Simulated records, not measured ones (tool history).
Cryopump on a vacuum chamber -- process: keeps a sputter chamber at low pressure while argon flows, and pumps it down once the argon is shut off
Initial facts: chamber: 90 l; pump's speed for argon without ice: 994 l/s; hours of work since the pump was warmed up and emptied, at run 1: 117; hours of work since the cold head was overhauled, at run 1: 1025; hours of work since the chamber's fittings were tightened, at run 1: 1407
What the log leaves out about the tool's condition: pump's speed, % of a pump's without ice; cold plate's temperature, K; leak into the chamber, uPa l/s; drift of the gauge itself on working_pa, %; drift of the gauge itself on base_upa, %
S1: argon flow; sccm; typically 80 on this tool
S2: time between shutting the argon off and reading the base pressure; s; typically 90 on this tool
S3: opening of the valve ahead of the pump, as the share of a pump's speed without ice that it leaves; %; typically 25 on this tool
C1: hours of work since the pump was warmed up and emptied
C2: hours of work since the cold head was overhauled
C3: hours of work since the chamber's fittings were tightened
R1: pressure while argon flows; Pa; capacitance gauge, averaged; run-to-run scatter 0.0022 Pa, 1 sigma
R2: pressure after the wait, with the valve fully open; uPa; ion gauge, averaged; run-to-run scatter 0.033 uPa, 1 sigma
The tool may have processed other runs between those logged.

{"run": 1, "hour": 0.0, "S1": 80, "S2": 90, "S3": 25, "C1": 117, "C2": 1025, "C3": 1407, "R1": 0.5483, "R2": 4.54}
{"run": 2, "hour": 54.0, "S1": 80, "S2": 90, "S3": 25, "C1": 146, "C2": 1055, "C3": 1437, "R1": 0.5537, "R2": 4.47}
{"run": 3, "hour": 111.3, "S1": 80, "S2": 90, "S3": 25, "C1": 178, "C2": 1087, "C3": 1468, "R1": 0.5547, "R2": 4.74}
{"run": 4, "hour": 163.7, "S1": 80, "S2": 90, "S3": 25, "C1": 207, "C2": 1115, "C3": 1497, "R1": 0.5558, "R2": 4.74}
{"run": 5, "hour": 216.4, "S1": 80, "S2": 90, "S3": 25, "C1": 236, "C2": 1144, "C3": 1526, "R1": 0.5587, "R2": 4.93}
{"run": 6, "hour": 279.2, "S1": 63, "S2": 90, "S3": 25, "C1": 271, "C2": 1179, "C3": 1561, "R1": 0.4393, "R2": 4.99}
{"run": 7, "hour": 380.8, "S1": 63, "S2": 90, "S3": 25, "C1": 327, "C2": 1235, "C3": 1617, "R1": 0.443, "R2": 5.27}
{"run": 8, "hour": 425.7, "S1": 80, "S2": 90, "S3": 25, "C1": 351, "C2": 1260, "C3": 1642, "R1": 0.5654, "R2": 5.33}
{"run": 9, "hour": 509.0, "S1": 80, "S2": 90, "S3": 25, "C1": 397, "C2": 1306, "C3": 1688, "R1": 0.5644, "R2": 5.42}
{"run": 10, "hour": 592.2, "S1": 80, "S2": 90, "S3": 25, "C1": 443, "C2": 1352, "C3": 1734, "R1": 0.5716, "R2": 5.63}
{"run": 11, "hour": 663.7, "S1": 80, "S2": 90, "S3": 25, "C1": 483, "C2": 1391, "C3": 1773, "R1": 0.5727, "R2": 6.01}
{"run": 12, "hour": 726.1, "S1": 80, "S2": 90, "S3": 25, "C1": 517, "C2": 1426, "C3": 1807, "R1": 0.5738, "R2": 5.93}
{"run": 13, "hour": 775.7, "S1": 80, "S2": 90, "S3": 25, "C1": 544, "C2": 1453, "C3": 1835, "R1": 0.5804, "R2": 6.07}
{"run": 14, "hour": 840.4, "S1": 80, "S2": 90, "S3": 25, "C1": 580, "C2": 1489, "C3": 1870, "R1": 0.5821, "R2": 6.27}
{"run": 15, "hour": 882.2, "S1": 80, "S2": 90, "S3": 25, "C1": 603, "C2": 1512, "C3": 1894, "R1": 0.5836, "R2": 6.28}
{"run": 16, "hour": 956.0, "S1": 80, "S2": 42, "S3": 25, "C1": 644, "C2": 1552, "C3": 1934, "R1": 0.5876, "R2": 8.3}
{"run": 17, "hour": 1050.7, "S1": 80, "S2": 42, "S3": 25, "C1": 696, "C2": 1605, "C3": 1986, "R1": 0.5858, "R2": 8.35}
{"run": 18, "hour": 1117.7, "S1": 80, "S2": 24, "S3": 25, "C1": 733, "C2": 1642, "C3": 2023, "R1": 0.5975, "R2": 11.11}
{"run": 19, "hour": 1186.8, "S1": 80, "S2": 90, "S3": 16, "C1": 771, "C2": 1680, "C3": 2062, "R1": 0.896, "R2": 7.23}
{"hour": 1273.1, "done": "leaking fittings of the chamber tightened, without venting"}
{"run": 20, "hour": 1285.9, "S1": 123, "S2": 126, "S3": 37, "C1": 825, "C2": 1733, "C3": 7, "R1": 0.6549, "R2": 1.58}
{"hour": 1339.3, "done": "pump warmed up, emptied and cooled again"}
{"run": 21, "hour": 1392.1, "S1": 41, "S2": 92, "S3": 40, "C1": 29, "C2": 1789, "C3": 63, "R1": 0.1776, "R2": 1.89}
{"run": 22, "hour": 1488.2, "S1": 41, "S2": 92, "S3": 40, "C1": 82, "C2": 1842, "C3": 116, "R1": 0.1783, "R2": 2.14}
{"run": 23, "hour": 1568.6, "S1": 42, "S2": 92, "S3": 28, "C1": 126, "C2": 1887, "C3": 160, "R1": 0.2609, "R2": 2.19}
{"run": 24, "hour": 1666.7, "S1": 65, "S2": 50, "S3": 25, "C1": 181, "C2": 1941, "C3": 214, "R1": 0.4525, "R2": 3.52}
{"run": 25, "hour": 1757.9, "S1": 65, "S2": 50, "S3": 25, "C1": 231, "C2": 1991, "C3": 265, "R1": 0.4518, "R2": 3.61}
{"run": 26, "hour": 1800.1, "S1": 65, "S2": 50, "S3": 25, "C1": 254, "C2": 2014, "C3": 288, "R1": 0.4619, "R2": 3.79}
{"run": 27, "hour": 1855.4, "S1": 80, "S2": 144, "S3": 17, "C1": 285, "C2": 2045, "C3": 318, "R1": 0.8245, "R2": 1.93}
{"run": 28, "hour": 1939.6, "S1": 65, "S2": 73, "S3": 25, "C1": 331, "C2": 2091, "C3": 365, "R1": 0.4579, "R2": 3.01}

Describe how what the log doesn't record of the tool's condition differs between the last listed run preceding each entry between runs and the first listed run following it.
Runs 19 to 20: leaking fittings of the chamber tightened, without venting (hour 1273.1)
  pump's speed, % of a pump's without ice: 73.6 -> 71.8; cold plate's temperature, K: 13.22 -> 13.26; leak into the chamber, uPa l/s: 4029 -> 349
  measured result minus the result with no hidden state, R1: +0.053 -> +0.0898 Pa; R2: +5.41 -> +0.2 uPa
Runs 20 to 21: pump warmed up, emptied and cooled again (hour 1339.3)
  pump's speed, % of a pump's without ice: 71.8 -> 98.5; cold plate's temperature, K: 13.26 -> 13.29; leak into the chamber, uPa l/s: 349 -> 449
  measured result minus the result with no hidden state, R1: +0.0898 -> +0.0029 Pa; R2: +0.2 -> +0.17 uPa

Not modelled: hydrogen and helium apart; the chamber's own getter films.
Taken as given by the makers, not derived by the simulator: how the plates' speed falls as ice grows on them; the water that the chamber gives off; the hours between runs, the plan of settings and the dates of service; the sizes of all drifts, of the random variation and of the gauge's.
